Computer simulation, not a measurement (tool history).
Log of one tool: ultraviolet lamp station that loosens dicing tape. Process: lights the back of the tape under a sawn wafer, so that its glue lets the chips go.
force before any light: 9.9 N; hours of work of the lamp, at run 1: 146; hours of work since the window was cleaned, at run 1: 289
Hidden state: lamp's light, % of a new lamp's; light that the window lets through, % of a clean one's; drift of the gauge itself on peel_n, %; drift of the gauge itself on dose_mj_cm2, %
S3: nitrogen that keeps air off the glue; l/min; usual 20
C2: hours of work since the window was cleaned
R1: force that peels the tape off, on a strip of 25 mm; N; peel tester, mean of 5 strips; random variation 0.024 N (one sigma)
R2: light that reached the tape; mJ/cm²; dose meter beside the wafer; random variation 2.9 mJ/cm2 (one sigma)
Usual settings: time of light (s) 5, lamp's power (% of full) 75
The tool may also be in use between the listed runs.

Run 1, day 0: usual settings; hours of work of the lamp 146; C2 289. Result: R1 1.374 N, R2 392 mJ/cm².
Run 2, day 0.258: usual settings; hours of work of the lamp 149; C2 292. Result: R1 1.344 N, R2 389 mJ/cm².
Run 3, day 0.525: usual settings; hours of work of the lamp 152; C2 295. Result: R1 1.397 N, R2 387 mJ/cm².
Run 4, day 0.833: usual settings; hours of work of the lamp 155; C2 298. Result: R1 1.375 N, R2 391 mJ/cm².
Run 5, day 1.229: usual settings; hours of work of the lamp 159; C2 302. Result: R1 1.349 N, R2 386 mJ/cm².
Run 6, day 1.558: usual settings; hours of work of the lamp 163; C2 306. Result: R1 1.404 N, R2 390 mJ/cm².
Run 7, day 2.008: usual settings but S3 16 l/min; hours of work of the lamp 167; C2 310. Result: R1 1.474 N, R2 386 mJ/cm².
Run 8, day 2.225: usual settings but S3 16 l/min; hours of work of the lamp 170; C2 313. Result: R1 1.514 N, R2 385 mJ/cm².
Run 9, day 2.612: usual settings but S3 16 l/min; hours of work of the lamp 174; C2 317. Result: R1 1.487 N, R2 387 mJ/cm².
Run 10, day 2.908: usual settings; hours of work of the lamp 177; C2 320. Result: R1 1.432 N, R2 381 mJ/cm².
Run 11, day 3.154: usual settings; hours of work of the lamp 180; C2 323. Result: R1 1.379 N, R2 384 mJ/cm².
Run 12, day 3.542: usual settings; hours of work of the lamp 184; C2 327. Result: R1 1.396 N, R2 380 mJ/cm².
Run 13, day 3.9: usual settings; hours of work of the lamp 188; C2 331. Result: R1 1.419 N, R2 383 mJ/cm².
Run 14, day 4.229: usual settings; hours of work of the lamp 191; C2 334. Result: R1 1.391 N, R2 382 mJ/cm².
Run 15, day 4.442: usual settings; hours of work of the lamp 193; C2 336. Result: R1 1.383 N, R2 387 mJ/cm².
Run 16, day 4.742: usual settings but time of light (s) 2, lamp's power (% of full) 61, S3 8 l/min; hours of work of the lamp 197; C2 340. Result: R1 5.823 N, R2 124 mJ/cm².
Run 17, day 5.004: usual settings but time of light (s) 2, lamp's power (% of full) 61, S3 8 l/min; hours of work of the lamp 199; C2 342. Result: R1 5.743 N, R2 123 mJ/cm².
At day 5.067: window cleaned of glue's vapour.
Run 18, day 5.217: usual settings but time of light (s) 4, lamp's power (% of full) 72, S3 22 l/min; hours of work of the lamp 201; C2 2. Result: R1 2.121 N, R2 285 mJ/cm².
Run 19, day 5.567: usual settings but time of light (s) 3, lamp's power (% of full) 92, S3 22 l/min; hours of work of the lamp 205; C2 5. Result: R1 2.334 N, R2 275 mJ/cm².
Run 20, day 5.992: usual settings but time of light (s) 3, lamp's power (% of full) 73, S3 36 l/min; hours of work of the lamp 210; C2 10. Result: R1 2.812 N, R2 218 mJ/cm².
Run 21, day 6.279: usual settings but time of light (s) 3, lamp's power (% of full) 73, S3 36 l/min; hours of work of the lamp 213; C2 13. Result: R1 2.922 N, R2 219 mJ/cm².

Forecast run 22:
Run 22, day 6.579: usual settings but lamp's power (% of full) 86, S3 8 l/min; hours of work of the lamp 216; C2 16. Result: R1 ?, R2 ?.

Run 22 gave R1 1.667 N, R2 429 mJ/cm².
Without the tool's hidden state the same run would have given R1 1.322 N, R2 492 mJ/cm².
